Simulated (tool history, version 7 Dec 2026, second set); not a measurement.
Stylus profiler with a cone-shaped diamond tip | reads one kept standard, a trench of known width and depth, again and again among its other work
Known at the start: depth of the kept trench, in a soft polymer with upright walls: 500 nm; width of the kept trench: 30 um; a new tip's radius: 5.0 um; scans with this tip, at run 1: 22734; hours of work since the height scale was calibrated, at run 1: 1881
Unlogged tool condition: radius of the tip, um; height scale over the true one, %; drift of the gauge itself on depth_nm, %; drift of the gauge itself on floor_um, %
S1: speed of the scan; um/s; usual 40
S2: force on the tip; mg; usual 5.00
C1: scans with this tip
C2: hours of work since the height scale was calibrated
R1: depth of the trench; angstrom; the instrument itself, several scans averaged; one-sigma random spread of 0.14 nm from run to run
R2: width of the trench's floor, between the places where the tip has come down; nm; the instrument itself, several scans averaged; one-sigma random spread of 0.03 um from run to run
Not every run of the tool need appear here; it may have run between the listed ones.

{"run": 1, "hour": 0.0, "S1": 40, "S2": 5.0, "C1": 22734, "C2": 1881, "R1": 5064.1, "R2": 24180}
{"hour": 31.6, "done": "new tip fitted, height scale calibrated"}
{"run": 2, "hour": 31.6, "S1": 40, "S2": 5.0, "C1": 0, "C2": 0, "R1": 5089.7, "R2": 25720}
{"run": 3, "hour": 62.2, "S1": 40, "S2": 5.0, "C1": 213, "C2": 18, "R1": 5090.1, "R2": 25680}
{"run": 4, "hour": 100.2, "S1": 32, "S2": 5.0, "C1": 478, "C2": 40, "R1": 5091.2, "R2": 25620}
{"run": 5, "hour": 119.8, "S1": 32, "S2": 5.0, "C1": 614, "C2": 51, "R1": 5092.6, "R2": 25630}
{"run": 6, "hour": 146.9, "S1": 32, "S2": 5.0, "C1": 803, "C2": 66, "R1": 5092.1, "R2": 25600}
{"run": 7, "hour": 169.2, "S1": 40, "S2": 5.0, "C1": 959, "C2": 79, "R1": 5088.1, "R2": 25580}
{"run": 8, "hour": 199.1, "S1": 40, "S2": 6.56, "C1": 1167, "C2": 97, "R1": 5106.7, "R2": 25610}
{"run": 9, "hour": 224.5, "S1": 40, "S2": 6.56, "C1": 1345, "C2": 111, "R1": 5109.3, "R2": 25580}
{"run": 10, "hour": 267.2, "S1": 40, "S2": 6.56, "C1": 1642, "C2": 136, "R1": 5108.4, "R2": 25560}
{"run": 11, "hour": 293.9, "S1": 40, "S2": 6.56, "C1": 1828, "C2": 151, "R1": 5107.9, "R2": 25560}
{"run": 12, "hour": 322.5, "S1": 40, "S2": 5.0, "C1": 2027, "C2": 168, "R1": 5088.3, "R2": 25490}
{"run": 13, "hour": 349.4, "S1": 40, "S2": 5.0, "C1": 2215, "C2": 183, "R1": 5087.4, "R2": 25510}
{"run": 14, "hour": 390.4, "S1": 40, "S2": 5.0, "C1": 2500, "C2": 207, "R1": 5089.3, "R2": 25430}
{"run": 15, "hour": 426.4, "S1": 40, "S2": 5.0, "C1": 2752, "C2": 228, "R1": 5086.7, "R2": 25480}
{"run": 16, "hour": 453.4, "S1": 40, "S2": 5.0, "C1": 2940, "C2": 243, "R1": 5087.8, "R2": 25490}
{"run": 17, "hour": 495.2, "S1": 68, "S2": 5.0, "C1": 3231, "C2": 267, "R1": 5086.3, "R2": 25420}
{"run": 18, "hour": 534.3, "S1": 50, "S2": 5.0, "C1": 3504, "C2": 290, "R1": 5084.9, "R2": 25420}
{"run": 19, "hour": 568.9, "S1": 40, "S2": 12.09, "C1": 3745, "C2": 310, "R1": 5161.4, "R2": 25440}
{"run": 20, "hour": 593.6, "S1": 40, "S2": 5.0, "C1": 3917, "C2": 324, "R1": 5085.3, "R2": 25400}
{"run": 21, "hour": 637.8, "S1": 96, "S2": 5.0, "C1": 4226, "C2": 350, "R1": 5087.0, "R2": 25260}
{"run": 22, "hour": 668.5, "S1": 43, "S2": 3.94, "C1": 4440, "C2": 367, "R1": 5071.5, "R2": 25380}
{"run": 23, "hour": 687.9, "S1": 103, "S2": 8.38, "C1": 4575, "C2": 379, "R1": 5124.5, "R2": 25350}
{"run": 24, "hour": 723.0, "S1": 41, "S2": 4.58, "C1": 4819, "C2": 399, "R1": 5080.0, "R2": 25410}
{"run": 25, "hour": 747.8, "S1": 13, "S2": 13.27, "C1": 4992, "C2": 413, "R1": 5169.6, "R2": 25400}
{"run": 26, "hour": 783.9, "S1": 13, "S2": 8.13, "C1": 5244, "C2": 434, "R1": 5120.3, "R2": 25370}
{"run": 27, "hour": 825.1, "S1": 13, "S2": 8.13, "C1": 5531, "C2": 458, "R1": 5120.4, "R2": 25320}

Expected results for the next run?
{"run": 28, "hour": 853.6, "S1": 48, "S2": 6.83, "C1": 5730, "C2": 474, "R1": "?", "R2": "?"}

Run 28 came out at R1 5104.5 angstrom, R2 25310 nm.
The same run, on a tool lacking any hidden state, would have yielded R1 5114.2 angstrom, R2 25570 nm.
